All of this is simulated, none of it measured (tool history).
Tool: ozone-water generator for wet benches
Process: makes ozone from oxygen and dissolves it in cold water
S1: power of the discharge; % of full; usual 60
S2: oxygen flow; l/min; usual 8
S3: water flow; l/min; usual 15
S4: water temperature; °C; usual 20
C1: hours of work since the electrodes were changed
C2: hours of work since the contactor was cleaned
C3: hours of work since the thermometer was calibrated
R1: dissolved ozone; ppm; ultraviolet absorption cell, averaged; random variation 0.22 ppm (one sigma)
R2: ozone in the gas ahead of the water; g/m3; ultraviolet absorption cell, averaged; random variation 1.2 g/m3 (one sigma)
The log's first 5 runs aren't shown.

Run 6, day 14.5: usual settings; C1 1239; C2 5973; C3 3290. Result: R1 29.5 ppm, R2 213.5 g/m3.
Run 7, day 16.742: usual settings; C1 1283; C2 6017; C3 3335. Result: R1 29.5 ppm, R2 213.7 g/m3.
Run 8, day 19.721: usual settings but S1 93 % of full; C1 1343; C2 6076; C3 3394. Result: R1 41.6 ppm, R2 298.6 g/m3.
Run 9, day 21.221: usual settings but S1 93 % of full, S2 6.27 l/min; C1 1372; C2 6106; C3 3424. Result: R1 43.4 ppm, R2 345.8 g/m3.
Run 10, day 23.721: usual settings but S1 93 % of full, S2 6.27 l/min; C1 1422; C2 6156; C3 3473. Result: R1 43.2 ppm, R2 345.5 g/m3.
At day 24.188: contactor cleaned.
Run 11, day 26.392: usual settings but S2 4.01 l/min; C1 1472; C2 44; C3 3523. Result: R1 30.9 ppm, R2 325.3 g/m3.
Run 12, day 28.504: usual settings but S2 4.01 l/min; C1 1514; C2 86; C3 3565. Result: R1 30.7 ppm, R2 320.6 g/m3.
Run 13, day 30.921: usual settings but S2 4.01 l/min, S3 21 l/min; C1 1562; C2 134; C3 3613. Result: R1 23.6 ppm, R2 326.2 g/m3.
Run 14, day 34.033: usual settings but S1 95 % of full, S2 4.01 l/min, S3 21 l/min; C1 1624; C2 196; C3 3675. Result: R1 33.5 ppm, R2 463.1 g/m3.
At day 36.338: contactor cleaned, once more.
Run 15, day 36.617: usual settings but S4 25 °C; C1 1672; C2 5; C3 3723. Result: R1 28.5 ppm, R2 211.2 g/m3.
Run 16, day 38.471: usual settings but S4 25 °C; C1 1708; C2 42; C3 3760. Result: R1 28.3 ppm, R2 214.7 g/m3.
Run 17, day 40.65: usual settings but S4 25 °C; C1 1752; C2 86; C3 3803. Result: R1 28.1 ppm, R2 211.6 g/m3.
Run 18, day 43.117: usual settings but S4 25 °C; C1 1801; C2 135; C3 3852. Result: R1 28 ppm, R2 211.5 g/m3.
Run 19, day 46.121: usual settings but S4 25 °C; C1 1861; C2 194; C3 3912. Result: R1 27.8 ppm, R2 212.3 g/m3.
Run 20, day 48.362: usual settings but S1 95 % of full, S2 4.02 l/min, S4 19 °C; C1 1905; C2 239; C3 3957. Result: R1 51.3 ppm, R2 458.4 g/m3.
Run 21, day 51.033: usual settings but S1 95 % of full, S2 4.07 l/min, S4 19 °C; C1 1958; C2 292; C3 4010. Result: R1 51 ppm, R2 452.8 g/m3.
Run 22, day 52.812: usual settings but S1 96 % of full, S2 4.32 l/min, S4 17 °C; C1 1994; C2 327; C3 4045. Result: R1 52.1 ppm, R2 437.9 g/m3.
Run 23, day 54.321: usual settings but S1 92 % of full, S2 8.14 l/min; C1 2023; C2 357; C3 4075. Result: R1 43.2 ppm, R2 289.8 g/m3.
Run 24, day 57.396: usual settings but S1 69 % of full, S2 8.14 l/min; C1 2085; C2 418; C3 4136. Result: R1 34.7 ppm, R2 229.8 g/m3.
Run 25, day 60.2: usual settings but S1 69 % of full, S2 9.1 l/min, S3 14 l/min, S4 15 °C; C1 2140; C2 474; C3 4192. Result: R1 38.5 ppm, R2 215.6 g/m3.
Run 26, day 63.146: usual settings but S1 69 % of full, S2 9.1 l/min, S3 19 l/min, S4 15 °C; C1 2199; C2 533; C3 4250. Result: R1 32.1 ppm, R2 215 g/m3.

Forecast run 27:
Run 27, day 64.925: usual settings but S1 69 % of full, S2 9.1 l/min, S3 19 l/min, S4 15 °C; C1 2234; C2 568; C3 4286. Result: R1 ?, R2 ?.

{"run 27": {"R1": 32.2, "R2": 215.7}}
Without the tool's hidden state the same run would have given R1 33.7 ppm, R2 223.4 g/m3.
